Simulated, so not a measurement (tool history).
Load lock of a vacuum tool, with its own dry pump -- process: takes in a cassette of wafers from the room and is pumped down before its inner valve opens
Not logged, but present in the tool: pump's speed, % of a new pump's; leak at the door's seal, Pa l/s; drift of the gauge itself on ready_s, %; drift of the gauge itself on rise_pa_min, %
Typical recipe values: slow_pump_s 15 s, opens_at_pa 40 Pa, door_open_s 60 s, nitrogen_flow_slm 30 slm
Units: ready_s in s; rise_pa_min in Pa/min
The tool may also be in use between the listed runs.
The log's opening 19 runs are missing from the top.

| run | day | slow_pump_s | opens_at_pa | door_open_s | nitrogen_flow_slm | hours that the pump has run since its overhaul | times that the door has closed on its seal | incoming humidity of the room's air, % | ready_s | rise_pa_min |
|---|---|---|---|---|---|---|---|---|---|---|
| 20 | 167.275 | 14 | 57 | 60 | 19 | 14882 | 11982 | 42.3 | 25.7 | 0.1 |
| 21 | 175.45 | 14 | 57 | 60 | 19 | 15078 | 12247 | 44 | 25.6 | 0.112 |
| 22 | 182.254 | 15 | 55 | 222 | 8 | 15241 | 12468 | 46.3 | 26.2 | 0.269 |
| 23 | 190.321 | 15 | 41 | 182 | 8 | 15435 | 12730 | 39.6 | 27.1 | 0.213 |
| 24 | 201.371 | 15 | 41 | 182 | 8 | 15700 | 13088 | 45 | 27 | 0.227 |
| 25 | 210.142 | 11 | 30 | 182 | 8 | 15910 | 13372 | 44.9 | 25 | 0.237 |
| 26 | 220.65 | 11 | 30 | 182 | 8 | 16163 | 13713 | 45.7 | 25 | 0.237 |
| 27 | 226.279 | 15 | 31 | 60 | 21 | 16298 | 13896 | 43.9 | 27.7 | 0.105 |
| 28 | 233.192 | 16 | 68 | 184 | 30 | 16464 | 14120 | 43.4 | 26.7 | 0.158 |
| 29 | 241.775 | 16 | 68 | 184 | 30 | 16670 | 14398 | 46.2 | 26.7 | 0.166 |
| 30 | 248.892 | 26 | 40 | 60 | 7 | 16840 | 14629 | 41.5 | 34.9 | 0.134 |
| 31 | 260.65 | 26 | 40 | 60 | 7 | 17123 | 15010 | 51.3 | 34.7 | 0.153 |
| 32 | 268.767 | 26 | 56 | 60 | 7 | 17317 | 15273 | 43.7 | 33.9 | 0.138 |

Branching from run 32: 3 alternative next runs. What would each branch give?
| A | 279.604 | 16 | 35 | 60 | 6 | 17578 | 15625 | 43.3 | ? | ? |
| B | 279.604 | 14 | 40 | 60 | 35 | 17578 | 15625 | 45.3 | ? | ? |
| C | 279.604 | 26 | 40 | 81 | 26 | 17578 | 15625 | 49.8 | ? | ? |

| run | ready_s | rise_pa_min |
|---|---|---|
| A | 28.1 | 0.148 |
| B | 26.5 | 0.102 |
| C | 34.7 | 0.127 |
Stripped of hidden state, with their random variation kept, the same runs would have yielded:
| run | ready_s | rise_pa_min |
|---|---|---|
| A | 27 | 0.106 |
| B | 25.4 | 0.059 |
| C | 34 | 0.085 |
